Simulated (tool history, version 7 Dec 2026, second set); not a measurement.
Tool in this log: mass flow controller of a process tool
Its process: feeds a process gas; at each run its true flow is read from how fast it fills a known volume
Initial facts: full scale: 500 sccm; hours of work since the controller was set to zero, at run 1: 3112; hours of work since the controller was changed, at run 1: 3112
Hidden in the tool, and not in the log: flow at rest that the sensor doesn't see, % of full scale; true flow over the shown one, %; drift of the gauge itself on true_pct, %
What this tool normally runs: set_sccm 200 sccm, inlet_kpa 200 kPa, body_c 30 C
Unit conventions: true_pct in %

| run | hour | set_sccm | inlet_kpa | body_c | hours of work since the controller was set to zero | hours of work since the controller was changed | true_pct |
|---|---|---|---|---|---|---|---|
| 1 | 0.0 | 200 | 200 | 30 | 3112 | 3112 | 102.28 |
| 2 | 98.3 | 200 | 200 | 30 | 3188 | 3188 | 102.27 |
| 3 | 169.0 | 200 | 200 | 30 | 3242 | 3242 | 102.41 |
| 4 | 247.7 | 200 | 200 | 30 | 3303 | 3303 | 102.40 |
| 5 | 317.1 | 200 | 200 | 30 | 3356 | 3356 | 102.62 |
| 6 | 362.2 | 201 | 200 | 30 | 3391 | 3391 | 102.66 |
| 7 | 406.0 | 201 | 200 | 30 | 3425 | 3425 | 102.70 |
| 8 | 466.5 | 200 | 142 | 30 | 3471 | 3471 | 102.98 |
| 9 | 562.2 | 200 | 268 | 30 | 3545 | 3545 | 102.22 |
| 10 | 656.8 | 200 | 268 | 33 | 3618 | 3618 | 102.33 |
| 11 | 755.1 | 200 | 268 | 33 | 3693 | 3693 | 102.44 |
| 12 | 802.2 | 200 | 268 | 33 | 3730 | 3730 | 102.46 |
| 13 | 866.4 | 200 | 268 | 33 | 3779 | 3779 | 102.57 |
| 14 | 937.9 | 200 | 200 | 33 | 3834 | 3834 | 103.19 |
| 15 | 1043.1 | 200 | 200 | 33 | 3915 | 3915 | 103.36 |
| 16 | 1099.7 | 200 | 200 | 27 | 3959 | 3959 | 102.85 |
| 17 | 1198.1 | 200 | 167 | 30 | 4035 | 4035 | 103.39 |
| 18 | 1258.5 | 200 | 167 | 30 | 4081 | 4081 | 103.50 |
|  | 1268.0 | controller's zero set anew |
| 19 | 1324.8 | 200 | 200 | 21 | 44 | 4132 | 104.56 |
| 20 | 1418.6 | 200 | 200 | 21 | 116 | 4204 | 104.71 |
| 21 | 1470.9 | 200 | 200 | 21 | 156 | 4244 | 104.73 |
| 22 | 1551.1 | 200 | 200 | 21 | 218 | 4306 | 104.78 |
| 23 | 1642.4 | 200 | 169 | 21 | 288 | 4376 | 105.13 |
|  | 1687.8 | controller's zero set anew, once more |
| 24 | 1733.7 | 200 | 177 | 21 | 35 | 4446 | 99.57 |
| 25 | 1807.3 | 360 | 179 | 39 | 92 | 4503 | 101.57 |
| 26 | 1889.3 | 360 | 179 | 39 | 155 | 4566 | 101.56 |
| 27 | 1942.1 | 360 | 179 | 39 | 196 | 4607 | 101.64 |
| 28 | 1993.6 | 360 | 179 | 39 | 235 | 4646 | 101.67 |
| 29 | 2080.9 | 360 | 179 | 39 | 303 | 4713 | 101.68 |
| 30 | 2173.9 | 79 | 229 | 28 | 374 | 4785 | 99.89 |
| 31 | 2228.7 | 381 | 240 | 32 | 416 | 4827 | 101.03 |
| 32 | 2287.5 | 73 | 225 | 30 | 462 | 4873 | 100.22 |
| 33 | 2343.5 | 269 | 208 | 27 | 505 | 4916 | 100.57 |
| 34 | 2446.4 | 138 | 188 | 30 | 584 | 4995 | 100.59 |
| 35 | 2494.0 | 54 | 219 | 30 | 621 | 5032 | 101.07 |
| 36 | 2551.2 | 54 | 219 | 30 | 665 | 5076 | 101.21 |
| 37 | 2597.7 | 60 | 200 | 26 | 701 | 5111 | 100.95 |
| 38 | 2697.6 | 60 | 200 | 26 | 778 | 5188 | 101.11 |
| 39 | 2757.4 | 422 | 200 | 30 | 824 | 5234 | 101.43 |
| 40 | 2833.6 | 96 | 261 | 24 | 882 | 5293 | 100.25 |
| 41 | 2900.0 | 96 | 261 | 24 | 933 | 5344 | 100.26 |
| 42 | 2990.8 | 96 | 184 | 39 | 1003 | 5414 | 102.17 |
| 43 | 3067.1 | 96 | 184 | 39 | 1062 | 5473 | 102.27 |
| 44 | 3168.1 | 312 | 251 | 23 | 1140 | 5551 | 100.28 |
| 45 | 3266.7 | 207 | 251 | 25 | 1216 | 5627 | 100.38 |
| 46 | 3338.9 | 89 | 184 | 40 | 1271 | 5682 | 102.79 |
| 47 | 3431.6 | 133 | 243 | 20 | 1343 | 5753 | 100.36 |

Alternative continuations, all from the tool just after run 47; predict every row:
| A | 3521.8 | 377 | 151 | 21 | 1412 | 5823 | ? |
| B | 3521.8 | 91 | 170 | 20 | 1412 | 5823 | ? |
| C | 3521.8 | 55 | 143 | 32 | 1412 | 5823 | ? |
| D | 3521.8 | 172 | 180 | 20 | 1412 | 5823 | ? |

| run | true_pct |
|---|---|
| A | 101.42 |
| B | 101.78 |
| C | 104.29 |
| D | 100.86 |
Stripped of hidden state, with their random variation kept, the same runs would have yielded:
| run | true_pct |
|---|---|
| A | 99.49 |
| B | 97.89 |
| C | 98.71 |
| D | 98.19 |
